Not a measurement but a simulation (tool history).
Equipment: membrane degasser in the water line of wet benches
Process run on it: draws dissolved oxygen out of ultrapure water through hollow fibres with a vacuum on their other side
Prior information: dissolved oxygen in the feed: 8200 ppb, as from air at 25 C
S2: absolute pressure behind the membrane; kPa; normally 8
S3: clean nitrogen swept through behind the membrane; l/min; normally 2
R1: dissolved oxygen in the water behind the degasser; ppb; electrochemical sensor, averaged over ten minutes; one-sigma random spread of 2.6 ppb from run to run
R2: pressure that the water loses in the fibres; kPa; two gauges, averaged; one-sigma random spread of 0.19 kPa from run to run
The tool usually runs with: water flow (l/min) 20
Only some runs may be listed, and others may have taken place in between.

run 1 hour=0 | water_flow_(l/min)=20 S2=8 S3=2 | R1=258.5 R2=40.85
run 2 hour=86.7 | water_flow_(l/min)=20 S2=8 S3=2 | R1=256 R2=40.65
run 3 hour=158.4 | water_flow_(l/min)=20 S2=8 S3=2 | R1=258.9 R2=40.48
run 4 hour=213.4 | water_flow_(l/min)=20 S2=8 S3=2 | R1=261.2 R2=40.64
run 5 hour=313.8 | water_flow_(l/min)=20 S2=8 S3=2 | R1=255.5 R2=40.59
run 6 hour=386.3 | water_flow_(l/min)=20 S2=8 S3=2 | R1=262.2 R2=40.45
run 7 hour=465.4 | water_flow_(l/min)=20 S2=8 S3=2 | R1=260 R2=40.1
run 8 hour=516.8 | water_flow_(l/min)=20 S2=8 S3=2 | R1=257.7 R2=40.38
run 9 hour=593.3 | water_flow_(l/min)=20 S2=8 S3=2 | R1=259.6 R2=40.07
run 10 hour=659.5 | water_flow_(l/min)=20 S2=8 S3=2 | R1=256.3 R2=40.06
run 11 hour=761.4 | water_flow_(l/min)=20 S2=8 S3=1.77 | R1=275.4 R2=40.11
run 12 hour=843 | water_flow_(l/min)=20 S2=8 S3=1.77 | R1=275.2 R2=40.4
run 13 hour=934.7 | water_flow_(l/min)=26 S2=8 S3=2 | R1=384.3 R2=51.95
run 14 hour=999.8 | water_flow_(l/min)=26 S2=8 S3=2 | R1=389.1 R2=51.97
run 15 hour=1110.2 | water_flow_(l/min)=26 S2=8 S3=2 | R1=384.1 R2=51.91
run 16 hour=1189.4 | water_flow_(l/min)=26 S2=8 S3=2 | R1=391.7 R2=51.99
run 17 hour=1260.5 | water_flow_(l/min)=26 S2=8 S3=2 | R1=389.7 R2=51.95
run 18 hour=1310.8 | water_flow_(l/min)=23 S2=8 S3=2 | R1=319.8 R2=45.91
run 19 hour=1384.7 | water_flow_(l/min)=23 S2=8 S3=0.91 | R1=440.6 R2=45.69
run 20 hour=1490.5 | water_flow_(l/min)=27 S2=8 S3=0.91 | R1=555.2 R2=53.4
run 21 hour=1584.3 | water_flow_(l/min)=16 S2=8 S3=0.91 | R1=277.3 R2=31.63
run 22 hour=1659.5 | water_flow_(l/min)=28 S2=8 S3=5.49 | R1=347.9 R2=55.33
-- hour=1679.9 gauge calibrated
run 23 hour=1766.3 | water_flow_(l/min)=28 S2=14.82 S3=2.65 | R1=551.8 R2=56.81
run 24 hour=1855.9 | water_flow_(l/min)=16 S2=7.52 S3=2.65 | R1=152.3 R2=32.38
run 25 hour=1907 | water_flow_(l/min)=16 S2=7.52 S3=2.65 | R1=147.3 R2=31.98
run 26 hour=1975.5 | water_flow_(l/min)=16 S2=10.55 S3=2.65 | R1=195.6 R2=32.59
run 27 hour=2050.2 | water_flow_(l/min)=16 S2=10.55 S3=2.65 | R1=196.5 R2=31.92
run 28 hour=2132.4 | water_flow_(l/min)=16 S2=10.55 S3=2.65 | R1=192.4 R2=32.16
run 29 hour=2224.1 | water_flow_(l/min)=16 S2=10.55 S3=2.25 | R1=209.4 R2=31.87
run 30 hour=2332 | water_flow_(l/min)=16 S2=10.55 S3=2.25 | R1=210.3 R2=32.2
run 31 hour=2380.5 | water_flow_(l/min)=15 S2=14.73 S3=2 | R1=274.1 R2=30.14
run 32 hour=2425.5 | water_flow_(l/min)=15 S2=14.73 S3=2 | R1=278.6 R2=30.33
run 33 hour=2505.1 | water_flow_(l/min)=15 S2=6.44 S3=2 | R1=131.8 R2=30.43

For some of the steps in R2 from one run to the next: how much would appear even if the tool had no hidden state, given the settings, what came in and random variation, and how much remains for the hidden state plus any gauge scatter that the measured result and the result without hidden state don't share?
Hidden state at play: membrane still open, %; true pressure behind the membrane over the reading, kPa; air that leaks in behind the membrane, l/min; drift of the gauge itself on oxygen_ppb, %; drift of the gauge itself on loss_of_pressure_kpa, %.
Run 20 -> 21: water flow (l/min) 27 -> 16. R2 -21.77 kPa: hidden state +0.46, all else -22.23.
Run 21 -> 22: water flow (l/min) 16 -> 28, S3 0.91 -> 5.49. R2 +23.7 kPa: hidden state -0.66, all else +24.36.
Run 22 -> 23: S2 8 -> 14.82, S3 5.49 -> 2.65, gauge calibrated. R2 +1.48 kPa: hidden state +1.39, all else +0.09.
Run 23 -> 24: water flow (l/min) 28 -> 16, S2 14.82 -> 7.52. R2 -24.43 kPa: hidden state -0.02, all else -24.41.
